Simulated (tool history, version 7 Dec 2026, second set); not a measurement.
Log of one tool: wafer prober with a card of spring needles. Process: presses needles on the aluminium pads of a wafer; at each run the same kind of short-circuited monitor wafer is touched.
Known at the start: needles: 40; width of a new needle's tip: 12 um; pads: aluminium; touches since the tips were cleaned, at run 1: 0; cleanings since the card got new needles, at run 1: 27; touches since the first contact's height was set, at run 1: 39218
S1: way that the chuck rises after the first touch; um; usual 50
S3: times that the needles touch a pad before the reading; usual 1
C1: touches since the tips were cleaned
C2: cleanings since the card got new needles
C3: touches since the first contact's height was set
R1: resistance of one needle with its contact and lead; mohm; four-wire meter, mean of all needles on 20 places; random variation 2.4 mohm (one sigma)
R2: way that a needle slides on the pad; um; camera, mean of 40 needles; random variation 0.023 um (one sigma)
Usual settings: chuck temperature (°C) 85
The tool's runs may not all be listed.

{"run": 1, "hour": 0.0, "S1": 50, "chuck temperature (°C)": 85, "S3": 1, "C1": 0, "C2": 27, "C3": 39218, "R1": 287, "R2": 13.56}
{"run": 2, "hour": 9.1, "S1": 50, "chuck temperature (°C)": 85, "S3": 1, "C1": 3036, "C2": 27, "C3": 42254, "R1": 396, "R2": 13.56}
{"hour": 16.8, "done": "tips cleaned on abrasive film"}
{"run": 3, "hour": 24.8, "S1": 50, "chuck temperature (°C)": 85, "S3": 1, "C1": 2689, "C2": 28, "C3": 47476, "R1": 383, "R2": 13.57}
{"hour": 33.1, "done": "tips cleaned on abrasive film"}
{"run": 4, "hour": 42.9, "S1": 50, "chuck temperature (°C)": 85, "S3": 1, "C1": 3257, "C2": 29, "C3": 53464, "R1": 405, "R2": 13.5}
{"hour": 49.5, "done": "tips cleaned on abrasive film"}
{"run": 5, "hour": 53.3, "S1": 50, "chuck temperature (°C)": 85, "S3": 1, "C1": 1287, "C2": 30, "C3": 56912, "R1": 335, "R2": 13.46}
{"run": 6, "hour": 64.3, "S1": 32, "chuck temperature (°C)": 85, "S3": 1, "C1": 4963, "C2": 30, "C3": 60588, "R1": 674, "R2": 8.51}
{"hour": 66.3, "done": "tips cleaned on abrasive film"}
{"run": 7, "hour": 75.9, "S1": 32, "chuck temperature (°C)": 85, "S3": 1, "C1": 3189, "C2": 31, "C3": 64400, "R1": 589, "R2": 8.47}
{"hour": 82.2, "done": "height of the first contact set anew"}
{"hour": 84.2, "done": "tips cleaned on abrasive film"}
{"run": 8, "hour": 90.2, "S1": 33, "chuck temperature (°C)": 85, "S3": 1, "C1": 2002, "C2": 32, "C3": 2608, "R1": 466, "R2": 9.04}
{"run": 9, "hour": 99.4, "S1": 50, "chuck temperature (°C)": 85, "S3": 1, "C1": 5090, "C2": 32, "C3": 5696, "R1": 436, "R2": 13.76}
{"hour": 101.3, "done": "tips cleaned on abrasive film"}
{"hour": 117.6, "done": "tips cleaned on abrasive film"}
{"run": 10, "hour": 117.7, "S1": 50, "chuck temperature (°C)": 85, "S3": 1, "C1": 34, "C2": 34, "C3": 11728, "R1": 282, "R2": 13.71}
{"hour": 134.5, "done": "tips cleaned on abrasive film"}
{"run": 11, "hour": 136.0, "S1": 50, "chuck temperature (°C)": 85, "S3": 1, "C1": 492, "C2": 35, "C3": 17815, "R1": 299, "R2": 13.7}
{"run": 12, "hour": 148.0, "S1": 50, "chuck temperature (°C)": 85, "S3": 1, "C1": 4496, "C2": 35, "C3": 21819, "R1": 422, "R2": 13.69}
{"hour": 151.1, "done": "tips cleaned on abrasive film"}
{"run": 13, "hour": 159.1, "S1": 59, "chuck temperature (°C)": 85, "S3": 1, "C1": 2670, "C2": 36, "C3": 25496, "R1": 352, "R2": 16.16}
{"hour": 167.2, "done": "tips cleaned on abrasive film"}
{"run": 14, "hour": 171.6, "S1": 50, "chuck temperature (°C)": 47, "S3": 2, "C1": 1454, "C2": 37, "C3": 29615, "R1": 314, "R2": 13.63}
{"hour": 183.6, "done": "tips cleaned on abrasive film"}
{"run": 15, "hour": 191.7, "S1": 50, "chuck temperature (°C)": 47, "S3": 2, "C1": 2708, "C2": 38, "C3": 36297, "R1": 335, "R2": 13.62}
{"hour": 200.3, "done": "tips cleaned on abrasive film"}
{"run": 16, "hour": 201.7, "S1": 39, "chuck temperature (°C)": 31, "S3": 1, "C1": 463, "C2": 39, "C3": 39598, "R1": 323, "R2": 10.54}
{"run": 17, "hour": 212.5, "S1": 39, "chuck temperature (°C)": 61, "S3": 1, "C1": 4070, "C2": 39, "C3": 43205, "R1": 531, "R2": 10.54}
{"hour": 216.7, "done": "tips cleaned on abrasive film"}
{"run": 18, "hour": 231.0, "S1": 39, "chuck temperature (°C)": 28, "S3": 2, "C1": 4777, "C2": 40, "C3": 49363, "R1": 445, "R2": 10.54}
{"hour": 234.1, "done": "tips cleaned on abrasive film"}
{"run": 19, "hour": 245.4, "S1": 50, "chuck temperature (°C)": 85, "S3": 3, "C1": 3766, "C2": 41, "C3": 54116, "R1": 328, "R2": 13.55}
{"hour": 251.0, "done": "tips cleaned on abrasive film"}
{"run": 20, "hour": 259.2, "S1": 62, "chuck temperature (°C)": 85, "S3": 3, "C1": 2738, "C2": 42, "C3": 58678, "R1": 296, "R2": 16.8}
{"hour": 267.2, "done": "tips cleaned on abrasive film"}
{"run": 21, "hour": 276.3, "S1": 65, "chuck temperature (°C)": 85, "S3": 2, "C1": 3026, "C2": 43, "C3": 64356, "R1": 314, "R2": 17.61}
{"hour": 283.4, "done": "height of the first contact set anew"}
{"hour": 285.1, "done": "tips cleaned on abrasive film"}
{"run": 22, "hour": 291.4, "S1": 47, "chuck temperature (°C)": 109, "S3": 2, "C1": 2095, "C2": 44, "C3": 2645, "R1": 351, "R2": 12.97}

Forecast run 23:
{"hour": 301.3, "done": "tips cleaned on abrasive film"}
{"run": 23, "hour": 310.0, "S1": 47, "chuck temperature (°C)": 109, "S3": 2, "C1": 2926, "C2": 45, "C3": 8826, "R1": "?", "R2": "?"}

{"run 23": {"R1": 360, "R2": 12.93}}
Without the tool's hidden state the same run would have given R1 275 mohm, R2 12.98 um.
